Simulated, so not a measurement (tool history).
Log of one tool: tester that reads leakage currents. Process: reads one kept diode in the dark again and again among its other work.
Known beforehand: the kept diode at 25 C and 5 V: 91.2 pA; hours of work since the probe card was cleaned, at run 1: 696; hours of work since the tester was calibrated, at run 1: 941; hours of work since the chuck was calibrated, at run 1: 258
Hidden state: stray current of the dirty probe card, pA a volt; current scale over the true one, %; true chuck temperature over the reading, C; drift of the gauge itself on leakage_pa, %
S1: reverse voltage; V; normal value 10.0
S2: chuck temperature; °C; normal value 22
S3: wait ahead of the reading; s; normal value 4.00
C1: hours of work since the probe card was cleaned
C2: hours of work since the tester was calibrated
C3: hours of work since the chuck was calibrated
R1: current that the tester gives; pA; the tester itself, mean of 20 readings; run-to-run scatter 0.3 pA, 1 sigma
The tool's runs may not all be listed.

{"run": 1, "day": 0.0, "S1": 10.0, "S2": 22, "S3": 4.0, "C1": 696, "C2": 941, "C3": 258, "R1": 97.2}
{"run": 2, "day": 2.446, "S1": 10.0, "S2": 37, "S3": 4.0, "C1": 722, "C2": 968, "C3": 285, "R1": 324.18}
{"run": 3, "day": 5.012, "S1": 10.0, "S2": 37, "S3": 4.0, "C1": 750, "C2": 995, "C3": 312, "R1": 320.78}
{"run": 4, "day": 6.575, "S1": 8.9, "S2": 22, "S3": 4.0, "C1": 767, "C2": 1012, "C3": 329, "R1": 91.78}
{"run": 5, "day": 8.358, "S1": 10.0, "S2": 22, "S3": 0.98, "C1": 786, "C2": 1031, "C3": 348, "R1": 97.45}
{"run": 6, "day": 10.867, "S1": 10.0, "S2": 22, "S3": 0.98, "C1": 813, "C2": 1058, "C3": 375, "R1": 98.41}
{"run": 7, "day": 13.146, "S1": 10.0, "S2": 22, "S3": 0.98, "C1": 837, "C2": 1083, "C3": 400, "R1": 97.56}
{"run": 8, "day": 15.042, "S1": 10.0, "S2": 22, "S3": 4.0, "C1": 858, "C2": 1103, "C3": 420, "R1": 97.48}
{"run": 9, "day": 16.888, "S1": 10.0, "S2": 20, "S3": 4.0, "C1": 878, "C2": 1123, "C3": 440, "R1": 82.11}
{"run": 10, "day": 18.592, "S1": 10.0, "S2": 22, "S3": 4.0, "C1": 896, "C2": 1141, "C3": 458, "R1": 97.04}
{"run": 11, "day": 20.346, "S1": 17.8, "S2": 56, "S3": 4.0, "C1": 915, "C2": 1160, "C3": 477, "R1": 1625.07}

Estimate the outcome of run 12 from the log above:
{"run": 12, "day": 21.792, "S1": 5.4, "S2": 26, "S3": 3.44, "C1": 930, "C2": 1176, "C3": 493, "R1": "?"}

R1: 102.61 pA
With the hidden condition absent and the run-to-run variation left alone, this run would have shown R1 102.57 pA.
